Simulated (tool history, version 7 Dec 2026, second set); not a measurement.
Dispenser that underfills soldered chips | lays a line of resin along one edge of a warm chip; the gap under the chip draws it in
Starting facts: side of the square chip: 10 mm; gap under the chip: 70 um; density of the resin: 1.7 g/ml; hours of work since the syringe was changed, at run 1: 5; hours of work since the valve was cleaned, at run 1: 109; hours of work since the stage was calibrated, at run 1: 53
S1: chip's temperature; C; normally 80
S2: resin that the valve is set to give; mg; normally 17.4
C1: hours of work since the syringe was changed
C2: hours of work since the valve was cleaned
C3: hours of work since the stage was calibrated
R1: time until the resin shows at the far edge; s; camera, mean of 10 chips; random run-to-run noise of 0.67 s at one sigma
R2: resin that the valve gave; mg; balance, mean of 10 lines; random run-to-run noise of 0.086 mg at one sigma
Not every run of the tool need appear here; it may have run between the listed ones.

{"run": 1, "hour": 0.0, "S1": 80, "S2": 17.4, "C1": 5, "C2": 109, "C3": 53, "R1": 97.3, "R2": 15.83}
{"hour": 9.5, "done": "new syringe of resin"}
{"run": 2, "hour": 11.7, "S1": 80, "S2": 17.4, "C1": 1, "C2": 116, "C3": 61, "R1": 68.8, "R2": 15.79}
{"run": 3, "hour": 24.7, "S1": 80, "S2": 17.4, "C1": 10, "C2": 125, "C3": 69, "R1": 142.9, "R2": 15.65}
{"hour": 27.8, "done": "new syringe of resin"}
{"run": 4, "hour": 34.7, "S1": 80, "S2": 17.4, "C1": 4, "C2": 131, "C3": 75, "R1": 90.4, "R2": 15.8}
{"hour": 46.0, "done": "new syringe of resin"}
{"run": 5, "hour": 46.0, "S1": 80, "S2": 17.4, "C1": 0, "C2": 138, "C3": 82, "R1": 61.4, "R2": 15.57}
{"hour": 49.7, "done": "dispensing valve cleaned and set on the balance"}
{"run": 6, "hour": 56.6, "S1": 80, "S2": 17.4, "C1": 6, "C2": 4, "C3": 88, "R1": 101.8, "R2": 17.32}
{"hour": 64.9, "done": "new syringe of resin"}
{"run": 7, "hour": 69.7, "S1": 67, "S2": 17.4, "C1": 3, "C2": 13, "C3": 97, "R1": 149.7, "R2": 17.24}
{"run": 8, "hour": 79.9, "S1": 80, "S2": 17.4, "C1": 10, "C2": 19, "C3": 103, "R1": 139.1, "R2": 17.16}
{"hour": 83.8, "done": "new syringe of resin"}
{"run": 9, "hour": 87.2, "S1": 66, "S2": 17.4, "C1": 2, "C2": 24, "C3": 108, "R1": 146.2, "R2": 17.09}
{"run": 10, "hour": 93.6, "S1": 80, "S2": 17.4, "C1": 6, "C2": 28, "C3": 112, "R1": 104.7, "R2": 17.06}
{"hour": 101.7, "done": "new syringe of resin"}
{"run": 11, "hour": 102.1, "S1": 80, "S2": 17.4, "C1": 0, "C2": 33, "C3": 117, "R1": 61.6, "R2": 17.01}
{"run": 12, "hour": 109.7, "S1": 80, "S2": 17.4, "C1": 5, "C2": 38, "C3": 122, "R1": 93.7, "R2": 16.84}
{"hour": 119.8, "done": "new syringe of resin"}
{"run": 13, "hour": 122.1, "S1": 80, "S2": 20.7, "C1": 1, "C2": 46, "C3": 130, "R1": 68.6, "R2": 19.87}
{"run": 14, "hour": 134.3, "S1": 80, "S2": 20.7, "C1": 9, "C2": 53, "C3": 137, "R1": 135.1, "R2": 19.9}
{"hour": 138.5, "done": "new syringe of resin"}
{"run": 15, "hour": 140.9, "S1": 80, "S2": 20.7, "C1": 2, "C2": 57, "C3": 141, "R1": 67.5, "R2": 19.84}
{"run": 16, "hour": 153.2, "S1": 71, "S2": 17.4, "C1": 9, "C2": 65, "C3": 149, "R1": 209.9, "R2": 16.63}
{"hour": 156.6, "done": "new syringe of resin"}
{"run": 17, "hour": 160.0, "S1": 71, "S2": 17.4, "C1": 2, "C2": 69, "C3": 153, "R1": 115.1, "R2": 16.38}
{"run": 18, "hour": 169.3, "S1": 71, "S2": 17.4, "C1": 8, "C2": 75, "C3": 159, "R1": 187.4, "R2": 16.41}
{"hour": 174.9, "done": "new syringe of resin"}
{"run": 19, "hour": 181.9, "S1": 80, "S2": 15.6, "C1": 4, "C2": 83, "C3": 167, "R1": 95.9, "R2": 14.56}

For run 20, what comes out?
{"run": 20, "hour": 189.2, "S1": 80, "S2": 15.6, "C1": 9, "C2": 88, "C3": 172, "R1": "?", "R2": "?"}

Run 20 measured R1 142.1 s, R2 14.54 mg.
Without the tool's hidden state the same run would have given R1 61 s, R2 15.57 mg.
